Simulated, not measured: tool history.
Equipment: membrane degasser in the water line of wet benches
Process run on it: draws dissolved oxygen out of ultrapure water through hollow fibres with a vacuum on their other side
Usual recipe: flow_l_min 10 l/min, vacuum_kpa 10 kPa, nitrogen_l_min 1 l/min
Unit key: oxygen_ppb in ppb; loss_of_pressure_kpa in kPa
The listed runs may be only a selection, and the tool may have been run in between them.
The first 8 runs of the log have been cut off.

run,hour,flow_l_min,vacuum_kpa,nitrogen_l_min,hours since the membrane was changed,hours since the vacuum gauge was calibrated,hours since the vacuum lines were made tight,oxygen_ppb,loss_of_pressure_kpa
9,754.8,10,17.2,1,2119,1865,1123,325.6,36.08
10,859.3,10,17.2,1,2224,1969,1228,327.4,36.5
11,988,10,17.2,1,2353,2098,1356,328,36.38
12,1061.5,10,10,0.97,2426,2171,1430,168.8,36.31
13,1137.6,10,7.3,1,2502,2248,1506,102.1,36.35
14,1288.9,10,10,1,2653,2399,1657,165.3,36.66
15,1402.4,7,10,1,2767,2512,1771,117.2,25.26
16,1504.6,7,10,1,2869,2615,1873,117.4,25.58
17,1602.2,6,8.7,1,2967,2712,1971,83,21.67
18,1724.5,7,20.8,1,3089,2835,2093,294.2,25.58
19,1794.3,7,20.8,2.41,3159,2904,2163,128,25.35
20,1941.8,7,20.8,2.41,3306,3052,2310,129.6,25.53
21,2012,11,20.8,1.78,3377,3122,2380,268.3,39.97
22,2075.8,14,14.9,1.8,3440,3186,2444,233.3,50.97
23,2165.9,9,10.2,1.33,3531,3276,2534,119.7,32.94
24,2251.4,7,8.8,0.66,3616,3361,2620,143.9,25.56
25,2364.9,8,8.6,2.44,3730,3475,2733,46.5,29.01
26,2475.4,8,8.6,2.44,3840,3585,2844,46.3,29.31
27,2564.3,10,10,1.36,3929,3674,2933,126,36.4
28,2692.3,13,9.5,0.96,4057,3802,3061,210.2,47.05
# hour 2736.9: vacuum gauge calibrated
29,2832.5,13,11.8,0.71,4197,96,3200,361.2,47.42
30,2943.3,7,13.1,1.09,4307,206,3311,160,25.82
31,3009.5,7,7.8,1.09,4374,273,3377,74.3,25.68
32,3153.7,10,10,1.89,4518,417,3521,93.5,36.74

Consider 3 possible next runs. They are alternatives, not a sequence: every one starts from the tool as it was left by run 32. What does each give?
A,3290.3,10,10,1.99,4654,553,3658,?,?
B,3290.3,7,19,1.89,4654,553,3658,?,?
C,3290.3,9,10,1.01,4654,553,3658,?,?

run,oxygen_ppb,loss_of_pressure_kpa
A,88.9,36.15
B,148.9,25.55
C,147.7,32.73
Without the tool's unlogged condition, the same runs would have read:
run,oxygen_ppb,loss_of_pressure_kpa
A,85.9,35.69
B,142.6,25.23
C,143,32.31
